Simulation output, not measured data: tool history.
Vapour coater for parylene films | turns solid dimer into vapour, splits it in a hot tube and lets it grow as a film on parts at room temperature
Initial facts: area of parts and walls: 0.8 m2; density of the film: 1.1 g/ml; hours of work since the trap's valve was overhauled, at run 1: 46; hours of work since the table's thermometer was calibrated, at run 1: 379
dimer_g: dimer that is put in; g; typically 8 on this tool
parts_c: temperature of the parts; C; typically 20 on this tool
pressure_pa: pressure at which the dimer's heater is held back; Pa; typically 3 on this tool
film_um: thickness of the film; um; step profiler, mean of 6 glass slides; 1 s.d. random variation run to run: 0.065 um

run   hour  dimer_g  parts_c  pressure_pa  hours of work since the trap's valve was overhauled  hours of work since the table's thermometer was calibrated  film_um
  1      0        8       20            3                                                   46                                                         379     7.58
  2    7.9        8       20            3                                                   52                                                         386     7.59
  3   22.6        8       20            3                                                   65                                                         398     7.54
  4   36.3        8       15            3                                                   76                                                         409     8.84
  5   50.9        8       22            3                                                   88                                                         421     7.11
  6   63.3        8       20            3                                                   98                                                         431     7.57
  7   77.5        8       20            3                                                  110                                                         443     7.51
  8   90.1        8       20            3                                                  120                                                         453     7.44
  9  100.4        8       20         4.17                                                  128                                                         461     6.95
 10  107.1        8       20         4.17                                                  134                                                         467        7
 11  114.6        8       20         5.97                                                  140                                                         473     6.48
 12  125.3        8       20         5.97                                                  149                                                         482     6.39
 13    139        8       20         5.97                                                  160                                                         493     6.44
 14  152.7        8       20         5.97                                                  171                                                         504      6.5
 15  161.8        8       20         5.97                                                  179                                                         512      6.3
 16  172.7        8       20         5.97                                                  188                                                         521     6.47
 17  180.4        8       20         5.97                                                  194                                                         527     6.46
 18  190.6        8       20         5.97                                                  202                                                         535     6.42
 19  206.4        8       20         5.97                                                  215                                                         548     6.35
 20  215.1        8       19            3                                                  222                                                         555     7.72
 21  222.6        8       20            3                                                  229                                                         562     7.36
 22  232.1        8       20            3                                                  236                                                         569     7.35
 23  247.4        8       20            3                                                  249                                                         582      7.3
 24  262.8        8       20            3                                                  262                                                         595     7.45
     273.8  -- trap's valve overhauled
 25  276.2        3       20         2.86                                                    2                                                         602     2.72
 26  287.4        8       17            3                                                   11                                                         611     7.88
 27  300.3        8       24        11.52                                                   22                                                         622      4.7
 28  310.3        8       24         2.74                                                   30                                                         630     6.31
 29  319.5        8       24         2.74                                                   38                                                         638     6.44
     325.2  -- trap's valve overhauled, once more
 30  335.1        9       14         2.95                                                    8                                                         647     9.96
 31  346.2        5       30         6.06                                                   17                                                         656     2.97
 32  356.7       12       15         3.36                                                   26                                                         665     13.1
 33  364.2       11       14            3                                                   32                                                         671    12.16
 34    372        8       18         2.09                                                   38                                                         678     8.69
 35  382.1        5       18         5.65                                                   47                                                         686     4.47
 36  393.4        5       21         2.11                                                   56                                                         695     4.98
 37  404.3        7       15         3.69                                                   65                                                         704     7.54

Run 38 has not been measured yet. What should we expect?
 38  414.3        7       31         9.96                                                   73                                                         712        ?

film_um: 3.59 um
Were there no unlogged condition in the tool, this run, its random variation unchanged, would have produced film_um 3.63 um.
